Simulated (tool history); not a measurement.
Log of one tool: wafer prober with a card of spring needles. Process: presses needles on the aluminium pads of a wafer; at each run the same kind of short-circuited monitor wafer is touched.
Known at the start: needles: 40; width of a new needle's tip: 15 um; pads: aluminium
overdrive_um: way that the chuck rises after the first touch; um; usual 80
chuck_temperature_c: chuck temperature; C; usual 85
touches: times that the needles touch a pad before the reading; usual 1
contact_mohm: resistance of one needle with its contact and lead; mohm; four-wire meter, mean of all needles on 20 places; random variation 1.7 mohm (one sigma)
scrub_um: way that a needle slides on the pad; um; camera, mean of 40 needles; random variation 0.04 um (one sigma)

run	hour	overdrive_um	chuck_temperature_c	touches	contact_mohm	scrub_um
1	0	80	85	1	179	16.52
# hour 11: tips cleaned on abrasive film
# hour 25.7: tips cleaned on abrasive film
2	39.1	80	85	1	176	16.53
# hour 42.9: tips cleaned on abrasive film
# hour 46.8: height of the first contact set anew
# hour 57.8: tips cleaned on abrasive film
# hour 72.5: tips cleaned on abrasive film
# hour 87.2: tips cleaned on abrasive film
# hour 101.8: tips cleaned on abrasive film
# hour 120.1: tips cleaned on abrasive film
3	123.1	80	85	1	178	16.5
# hour 137.8: tips cleaned on abrasive film
# hour 156.1: tips cleaned on abrasive film
# hour 170.8: tips cleaned on abrasive film
4	178.3	80	85	1	178	16.52
# hour 185.7: tips cleaned on abrasive film
# hour 204: tips cleaned on abrasive film
# hour 220.6: tips cleaned on abrasive film
5	220.6	80	85	1	181	16.48
# hour 238.9: tips cleaned on abrasive film
# hour 253.5: tips cleaned on abrasive film
# hour 265.5: card fitted with new needles
# hour 283.9: tips cleaned on abrasive film
# hour 298.5: tips cleaned on abrasive film
# hour 313.2: tips cleaned on abrasive film
6	314.6	80	85	1	180	16.5
# hour 329.3: tips cleaned on abrasive film
# hour 347.6: tips cleaned on abrasive film
# hour 364.6: tips cleaned on abrasive film
7	364.6	80	85	1	177	16.53
# hour 382.9: tips cleaned on abrasive film
# hour 401.2: tips cleaned on abrasive film
# hour 415.9: tips cleaned on abrasive film
8	422.3	80	85	1	174	16.39
# hour 433.3: tips cleaned on abrasive film
# hour 448: tips cleaned on abrasive film
# hour 466.3: tips cleaned on abrasive film
# hour 480.9: tips cleaned on abrasive film
9	487.9	80	85	1	178	16.39
# hour 498.9: tips cleaned on abrasive film
# hour 517.2: tips cleaned on abrasive film
# hour 531.9: tips cleaned on abrasive film
# hour 546.5: tips cleaned on abrasive film
10	556.4	80	85	1	180	16.4
# hour 563.8: tips cleaned on abrasive film
# hour 578.4: tips cleaned on abrasive film
# hour 593.1: tips cleaned on abrasive film
# hour 607.8: tips cleaned on abrasive film
# hour 626.1: tips cleaned on abrasive film
11	635	80	85	3	174	16.35
# hour 642.3: tips cleaned on abrasive film
# hour 660.6: tips cleaned on abrasive film
# hour 679: tips cleaned on abrasive film
# hour 693.6: tips cleaned on abrasive film
# hour 711.9: tips cleaned on abrasive film
12	718.5	80	85	3	177	16.32
# hour 729.5: tips cleaned on abrasive film
# hour 744.2: tips cleaned on abrasive film
# hour 758.8: tips cleaned on abrasive film
# hour 759.1: height of the first contact set anew
# hour 777.4: tips cleaned on abrasive film
# hour 795.7: tips cleaned on abrasive film
13	810	64	77	2	180	13.03
# hour 813.7: tips cleaned on abrasive film
# hour 832: tips cleaned on abrasive film
# hour 850.3: tips cleaned on abrasive film
# hour 868.6: tips cleaned on abrasive film
# hour 883.3: tips cleaned on abrasive film
# hour 898: tips cleaned on abrasive film
14	899.3	80	34	2	168	16.29
# hour 914: tips cleaned on abrasive film
# hour 928.6: tips cleaned on abrasive film
# hour 946.9: tips cleaned on abrasive film
15	955.9	62	54	2	178	12.66
# hour 963.3: tips cleaned on abrasive film
# hour 978: tips cleaned on abrasive film
# hour 992.6: tips cleaned on abrasive film
# hour 1010.9: tips cleaned on abrasive film
# hour 1025.6: tips cleaned on abrasive film
# hour 1040.3: tips cleaned on abrasive film
16	1046	62	54	2	174	12.59
# hour 1057: tips cleaned on abrasive film
# hour 1071.7: tips cleaned on abrasive film
# hour 1086.4: tips cleaned on abrasive film
# hour 1090: gauge calibrated
# hour 1101: tips cleaned on abrasive film
# hour 1115.7: tips cleaned on abrasive film
# hour 1132.8: tips cleaned on abrasive film
17	1132.8	90	25	2	160	18.7
# hour 1151.1: tips cleaned on abrasive film
# hour 1165.8: tips cleaned on abrasive film
# hour 1180.4: tips cleaned on abrasive film
# hour 1195.1: tips cleaned on abrasive film
18	1202.6	78	85	2	177	16.17
# hour 1209.9: tips cleaned on abrasive film
# hour 1224.6: tips cleaned on abrasive film
# hour 1239.3: tips cleaned on abrasive film
# hour 1250.5: height of the first contact set anew
# hour 1257.9: tips cleaned on abrasive film
19	1260.4	78	85	2	175	16.06
# hour 1275.1: tips cleaned on abrasive film
# hour 1289.7: tips cleaned on abrasive film
# hour 1308.1: tips cleaned on abrasive film
# hour 1326.4: tips cleaned on abrasive film
# hour 1341: tips cleaned on abrasive film
20	1348.1	69	85	2	180	14.22
# hour 1359.1: tips cleaned on abrasive film
# hour 1377.4: tips cleaned on abrasive film
# hour 1395.7: tips cleaned on abrasive film
21	1396.3	95	56	1	170	19.55
# hour 1410.9: tips cleaned on abrasive film
# hour 1425.6: tips cleaned on abrasive film
# hour 1440.3: tips cleaned on abrasive film
# hour 1454.9: tips cleaned on abrasive film
# hour 1469.6: tips cleaned on abrasive film
22	1478.5	98	32	3	166	20.14
# hour 1485.9: tips cleaned on abrasive film
# hour 1500.6: tips cleaned on abrasive film
# hour 1518.9: tips cleaned on abrasive film
# hour 1533.5: tips cleaned on abrasive film
23	1537.2	90	36	3	165	18.52

Forecast each of these 3 alternatives for the next run:
# hour 1551.8: tips cleaned on abrasive film
# hour 1570.1: tips cleaned on abrasive film
# hour 1584.8: tips cleaned on abrasive film
A	1586.5	90	36	1	?	?
# hour 1551.8: tips cleaned on abrasive film
# hour 1570.1: tips cleaned on abrasive film
# hour 1584.8: tips cleaned on abrasive film
B	1586.5	90	36	2	?	?
# hour 1551.8: tips cleaned on abrasive film
# hour 1570.1: tips cleaned on abrasive film
# hour 1584.8: tips cleaned on abrasive film
C	1586.5	86	85	1	?	?

run	contact_mohm	scrub_um
A	166	18.41
B	164	18.41
C	177	17.63
Without the tool's hidden state the same runs would have given:
run	contact_mohm	scrub_um
A	166	18.59
B	164	18.59
C	177	17.8
